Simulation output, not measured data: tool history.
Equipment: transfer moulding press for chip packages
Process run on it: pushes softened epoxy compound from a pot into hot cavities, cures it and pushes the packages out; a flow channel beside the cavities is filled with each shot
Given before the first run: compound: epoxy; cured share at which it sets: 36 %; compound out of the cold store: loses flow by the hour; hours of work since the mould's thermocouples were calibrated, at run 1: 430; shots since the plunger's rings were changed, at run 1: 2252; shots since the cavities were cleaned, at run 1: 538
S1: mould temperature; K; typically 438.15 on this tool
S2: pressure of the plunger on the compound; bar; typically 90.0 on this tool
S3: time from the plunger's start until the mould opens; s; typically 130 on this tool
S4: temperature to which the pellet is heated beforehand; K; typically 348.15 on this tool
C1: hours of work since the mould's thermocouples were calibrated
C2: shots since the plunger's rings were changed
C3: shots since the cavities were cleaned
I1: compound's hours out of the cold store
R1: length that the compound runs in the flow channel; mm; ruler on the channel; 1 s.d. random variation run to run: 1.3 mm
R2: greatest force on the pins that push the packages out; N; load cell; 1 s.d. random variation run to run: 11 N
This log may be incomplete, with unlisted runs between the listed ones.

run,hour,S1,S2,S3,S4,C1,C2,C3,I1,R1,R2
1,0.0,438.15,90.0,130,348.15,430,2252,538,13.3,693,885
# hour 27.5: cavities cleaned with cleaning compound and waxed
2,58.1,438.15,90.0,130,348.15,467,2770,280,39.7,615,729
3,104.4,438.15,104.5,130,348.15,498,3194,704,9.9,757,911
# hour 114.5: cavities cleaned with cleaning compound and waxed
4,157.2,438.15,104.5,130,348.15,531,3664,391,32.4,678,804
# hour 200.5: cavities cleaned with cleaning compound and waxed
5,206.3,438.15,104.5,130,348.15,563,4101,53,42.9,647,523
# hour 231.1: plunger's sealing rings changed
# hour 293.6: cavities cleaned with cleaning compound and waxed
6,297.6,438.15,104.5,130,348.15,621,596,37,24.1,719,542
7,371.3,438.15,104.5,130,348.15,669,1271,712,8.2,772,897
# hour 382.7: mould's thermocouples calibrated
# hour 384.2: cavities cleaned with cleaning compound and waxed
8,424.0,438.15,104.5,130,348.15,26,1722,366,17.7,733,790
# hour 471.3: cavities cleaned with cleaning compound and waxed
9,524.5,438.15,90.0,130,350.15,92,2628,487,24.0,657,824
# hour 558.7: cavities cleaned with cleaning compound and waxed
10,566.5,438.15,90.0,130,350.15,118,2999,71,45.1,596,544
# hour 645.2: cavities cleaned with cleaning compound and waxed
11,669.1,438.15,90.0,142,348.15,185,3926,219,30.8,633,644
# hour 712.3: plunger's sealing rings changed
# hour 735.7: cavities cleaned with cleaning compound and waxed
12,754.4,438.15,90.0,142,348.15,239,372,171,41.1,615,604
# hour 776.9: mould's thermocouples calibrated, once more
# hour 822.7: cavities cleaned with cleaning compound and waxed
13,833.5,438.15,74.3,142,348.15,36,1065,99,31.9,580,536
14,885.3,438.15,74.3,142,348.15,71,1540,574,23.8,601,856
# hour 908.2: cavities cleaned with cleaning compound and waxed
15,976.5,438.15,74.3,142,348.15,130,2362,626,8.1,644,860
# hour 993.9: cavities cleaned with cleaning compound and waxed
16,1052.5,438.15,90.0,121,351.15,179,3044,537,45.8,596,920
# hour 1087.2: cavities cleaned with cleaning compound and waxed
17,1108.4,438.15,90.0,121,351.15,215,3542,194,20.4,664,724
18,1149.7,441.15,90.0,130,355.15,242,3921,573,22.1,654,847
# hour 1172.9: cavities cleaned with cleaning compound and waxed
# hour 1195.5: plunger's sealing rings changed
19,1223.7,432.15,105.2,159,346.15,288,258,442,33.7,700,833
# hour 1260.1: cavities cleaned with cleaning compound and waxed
20,1292.4,432.15,105.2,159,346.15,333,874,296,11.5,773,748
21,1335.5,441.15,106.9,114,345.15,361,1269,691,10.7,766,966
# hour 1349.4: cavities cleaned with cleaning compound and waxed
22,1413.9,438.15,93.9,130,346.15,412,1974,591,22.0,683,856
# hour 1437.4: cavities cleaned with cleaning compound and waxed
23,1464.1,438.15,93.9,130,346.15,444,2420,246,12.4,709,720
# hour 1522.5: cavities cleaned with cleaning compound and waxed
24,1536.5,438.15,93.9,130,346.15,491,3069,128,35.2,636,616
# hour 1610.8: cavities cleaned with cleaning compound and waxed
25,1623.1,444.15,70.0,138,346.15,547,3849,113,45.0,519,560
# hour 1676.2: plunger's sealing rings changed
# hour 1699.8: cavities cleaned with cleaning compound and waxed
26,1702.8,444.15,81.2,129,346.15,597,230,27,16.2,648,468

What if the next run were any one of these 4? Each begins from the tool's condition after run 26:
A,1782.7,440.15,100.3,165,346.15,650,962,759,34.8,?,?
B,1782.7,438.15,107.1,130,348.15,650,962,759,10.5,?,?
C,1782.7,438.15,85.1,129,354.15,650,962,759,44.2,?,?
D,1782.7,438.15,90.0,130,350.15,650,962,759,17.3,?,?

run,R1,R2
A,665,809
B,769,917
C,588,890
D,685,910
With no hidden state in the tool, these same runs would have given:
run,R1,R2
A,672,425
B,777,505
C,594,487
D,692,497

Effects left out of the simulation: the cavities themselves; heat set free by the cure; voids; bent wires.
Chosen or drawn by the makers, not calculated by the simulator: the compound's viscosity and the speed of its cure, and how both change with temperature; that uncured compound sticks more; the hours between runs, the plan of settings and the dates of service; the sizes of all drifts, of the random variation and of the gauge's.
